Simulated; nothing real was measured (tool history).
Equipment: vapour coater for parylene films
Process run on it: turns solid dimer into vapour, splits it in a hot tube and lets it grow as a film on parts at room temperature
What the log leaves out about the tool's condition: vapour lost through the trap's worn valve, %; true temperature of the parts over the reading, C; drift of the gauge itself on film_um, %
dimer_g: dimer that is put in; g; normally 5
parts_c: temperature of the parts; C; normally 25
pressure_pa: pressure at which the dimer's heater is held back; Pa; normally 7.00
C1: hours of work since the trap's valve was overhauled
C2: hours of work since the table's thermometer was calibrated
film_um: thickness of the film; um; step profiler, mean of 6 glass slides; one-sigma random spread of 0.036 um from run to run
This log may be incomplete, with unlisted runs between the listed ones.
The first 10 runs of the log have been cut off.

{"day": 10.742, "done": "trap's valve overhauled"}
{"run": 11, "day": 11.342, "dimer_g": 8, "parts_c": 25, "pressure_pa": 7.0, "C1": 13, "C2": 1122, "film_um": 5.78}
{"run": 12, "day": 12.412, "dimer_g": 8, "parts_c": 25, "pressure_pa": 7.0, "C1": 36, "C2": 1145, "film_um": 5.74}
{"run": 13, "day": 13.633, "dimer_g": 7, "parts_c": 25, "pressure_pa": 7.0, "C1": 62, "C2": 1171, "film_um": 5.02}
{"run": 14, "day": 14.171, "dimer_g": 5, "parts_c": 25, "pressure_pa": 7.0, "C1": 73, "C2": 1182, "film_um": 3.45}
{"run": 15, "day": 15.096, "dimer_g": 5, "parts_c": 25, "pressure_pa": 7.0, "C1": 93, "C2": 1202, "film_um": 3.46}
{"run": 16, "day": 16.183, "dimer_g": 5, "parts_c": 25, "pressure_pa": 4.64, "C1": 116, "C2": 1225, "film_um": 3.66}
{"run": 17, "day": 17.158, "dimer_g": 5, "parts_c": 25, "pressure_pa": 7.0, "C1": 137, "C2": 1246, "film_um": 3.47}
{"run": 18, "day": 18.088, "dimer_g": 5, "parts_c": 30, "pressure_pa": 2.29, "C1": 156, "C2": 1266, "film_um": 3.29}
{"run": 19, "day": 19.2, "dimer_g": 3, "parts_c": 30, "pressure_pa": 9.32, "C1": 180, "C2": 1290, "film_um": 1.58}
{"run": 20, "day": 19.792, "dimer_g": 3, "parts_c": 30, "pressure_pa": 9.32, "C1": 193, "C2": 1302, "film_um": 1.65}
{"run": 21, "day": 21.083, "dimer_g": 3, "parts_c": 30, "pressure_pa": 9.32, "C1": 220, "C2": 1330, "film_um": 1.58}
{"run": 22, "day": 22.117, "dimer_g": 5, "parts_c": 30, "pressure_pa": 9.32, "C1": 242, "C2": 1352, "film_um": 2.63}
{"run": 23, "day": 23.392, "dimer_g": 3, "parts_c": 19, "pressure_pa": 7.08, "C1": 269, "C2": 1379, "film_um": 2.47}
{"run": 24, "day": 24.362, "dimer_g": 3, "parts_c": 33, "pressure_pa": 7.61, "C1": 290, "C2": 1399, "film_um": 1.46}
{"run": 25, "day": 25.058, "dimer_g": 3, "parts_c": 33, "pressure_pa": 7.61, "C1": 305, "C2": 1414, "film_um": 1.41}
{"run": 26, "day": 25.712, "dimer_g": 3, "parts_c": 33, "pressure_pa": 7.61, "C1": 319, "C2": 1428, "film_um": 1.41}
{"run": 27, "day": 26.325, "dimer_g": 3, "parts_c": 33, "pressure_pa": 7.61, "C1": 332, "C2": 1441, "film_um": 1.44}
{"day": 27.079, "done": "trap's valve overhauled"}
{"run": 28, "day": 27.179, "dimer_g": 3, "parts_c": 33, "pressure_pa": 7.61, "C1": 2, "C2": 1456, "film_um": 1.61}
{"run": 29, "day": 28.112, "dimer_g": 3, "parts_c": 33, "pressure_pa": 7.61, "C1": 22, "C2": 1476, "film_um": 1.6}
{"run": 30, "day": 28.792, "dimer_g": 9, "parts_c": 33, "pressure_pa": 3.1, "C1": 36, "C2": 1490, "film_um": 5.32}
{"run": 31, "day": 29.675, "dimer_g": 2, "parts_c": 18, "pressure_pa": 3.1, "C1": 55, "C2": 1509, "film_um": 2.07}
{"run": 32, "day": 30.65, "dimer_g": 5, "parts_c": 25, "pressure_pa": 4.37, "C1": 76, "C2": 1530, "film_um": 3.72}
{"run": 33, "day": 31.438, "dimer_g": 7, "parts_c": 32, "pressure_pa": 4.37, "C1": 93, "C2": 1546, "film_um": 4.11}

5 options for the next run, each taken on its own from the tool as it stands now. Forecast them:
{"run": "A", "day": 32.046, "dimer_g": 3, "parts_c": 21, "pressure_pa": 5.75, "C1": 106, "C2": 1559, "film_um": "?"}
{"run": "B", "day": 32.046, "dimer_g": 7, "parts_c": 37, "pressure_pa": 4.37, "C1": 106, "C2": 1559, "film_um": "?"}
{"run": "C", "day": 32.046, "dimer_g": 7, "parts_c": 31, "pressure_pa": 7.0, "C1": 106, "C2": 1559, "film_um": "?"}
{"run": "D", "day": 32.046, "dimer_g": 3, "parts_c": 24, "pressure_pa": 7.34, "C1": 106, "C2": 1559, "film_um": "?"}
{"run": "E", "day": 32.046, "dimer_g": 6, "parts_c": 23, "pressure_pa": 6.25, "C1": 106, "C2": 1559, "film_um": "?"}

run=A film_um=2.42
run=B film_um=3.32
run=C film_um=3.90
run=D film_um=2.17
run=E film_um=4.59
Take away the tool's hidden state, keep each run's random variation, and the runs would have read:
run=A film_um=2.59
run=B film_um=3.54
run=C film_um=4.17
run=D film_um=2.31
run=E film_um=4.90
